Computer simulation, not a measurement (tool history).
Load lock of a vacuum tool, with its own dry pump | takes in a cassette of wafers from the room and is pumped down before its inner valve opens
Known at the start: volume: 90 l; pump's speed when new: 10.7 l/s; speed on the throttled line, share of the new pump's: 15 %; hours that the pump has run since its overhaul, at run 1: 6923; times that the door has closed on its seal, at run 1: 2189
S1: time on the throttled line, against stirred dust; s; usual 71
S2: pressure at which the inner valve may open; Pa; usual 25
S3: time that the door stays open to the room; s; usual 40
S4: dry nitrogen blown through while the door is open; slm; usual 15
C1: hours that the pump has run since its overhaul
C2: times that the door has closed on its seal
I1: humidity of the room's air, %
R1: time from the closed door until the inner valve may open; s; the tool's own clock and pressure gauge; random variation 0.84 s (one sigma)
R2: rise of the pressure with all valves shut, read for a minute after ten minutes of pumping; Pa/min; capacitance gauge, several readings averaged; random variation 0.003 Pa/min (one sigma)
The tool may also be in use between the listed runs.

run 1 hour=0.0 | S1=71 S2=25 S3=40 S4=15 | C1=6923 C2=2189 | I1=46.9 | R1=134.4 R2=0.019
run 2 hour=102.6 | S1=71 S2=25 S3=40 S4=15 | C1=7026 C2=2568 | I1=46.0 | R1=134.8 R2=0.017
run 3 hour=202.9 | S1=71 S2=25 S3=40 S4=15 | C1=7126 C2=2939 | I1=40.8 | R1=135.4 R2=0.017
run 4 hour=284.3 | S1=41 S2=25 S3=40 S4=15 | C1=7207 C2=3240 | I1=45.3 | R1=109.9 R2=0.014
run 5 hour=387.5 | S1=41 S2=25 S3=26 S4=15 | C1=7310 C2=3621 | I1=41.7 | R1=109.3 R2=0.016
run 6 hour=478.4 | S1=41 S2=25 S3=26 S4=15 | C1=7401 C2=3956 | I1=46.9 | R1=109.6 R2=0.017
run 7 hour=574.0 | S1=41 S2=25 S3=26 S4=15 | C1=7497 C2=4310 | I1=45.2 | R1=109.3 R2=0.019
run 8 hour=718.1 | S1=71 S2=25 S3=40 S4=7 | C1=7641 C2=4842 | I1=43.4 | R1=135.1 R2=0.031
run 9 hour=806.4 | S1=71 S2=25 S3=40 S4=15 | C1=7729 C2=5168 | I1=44.1 | R1=132.9 R2=0.029
run 10 hour=968.8 | S1=62 S2=25 S3=40 S4=15 | C1=7892 C2=5768 | I1=43.3 | R1=128.0 R2=0.026
run 11 hour=1132.9 | S1=62 S2=25 S3=40 S4=15 | C1=8056 C2=6374 | I1=44.3 | R1=127.3 R2=0.029
run 12 hour=1263.5 | S1=62 S2=25 S3=40 S4=15 | C1=8186 C2=6856 | I1=43.4 | R1=128.5 R2=0.026
run 13 hour=1451.9 | S1=62 S2=25 S3=40 S4=15 | C1=8375 C2=7552 | I1=47.6 | R1=128.5 R2=0.032
run 14 hour=1578.3 | S1=62 S2=25 S3=40 S4=15 | C1=8501 C2=8019 | I1=45.4 | R1=128.3 R2=0.028
run 15 hour=1686.1 | S1=62 S2=25 S3=40 S4=15 | C1=8609 C2=8417 | I1=42.7 | R1=128.6 R2=0.031
run 16 hour=1792.6 | S1=89 S2=25 S3=40 S4=11 | C1=8716 C2=8811 | I1=47.3 | R1=150.5 R2=0.037
run 17 hour=1878.3 | S1=72 S2=25 S3=167 S4=11 | C1=8801 C2=9127 | I1=42.0 | R1=135.4 R2=0.058

Forecast run 18:
run 18 hour=1955.5 | S1=72 S2=25 S3=167 S4=11 | C1=8878 C2=9412 | I1=42.8 | R1=? R2=?

Run 18 gave R1 135.4 s, R2 0.056 Pa/min.
Without the tool's hidden state the same run would have given R1 130.4 s, R2 0.033 Pa/min.
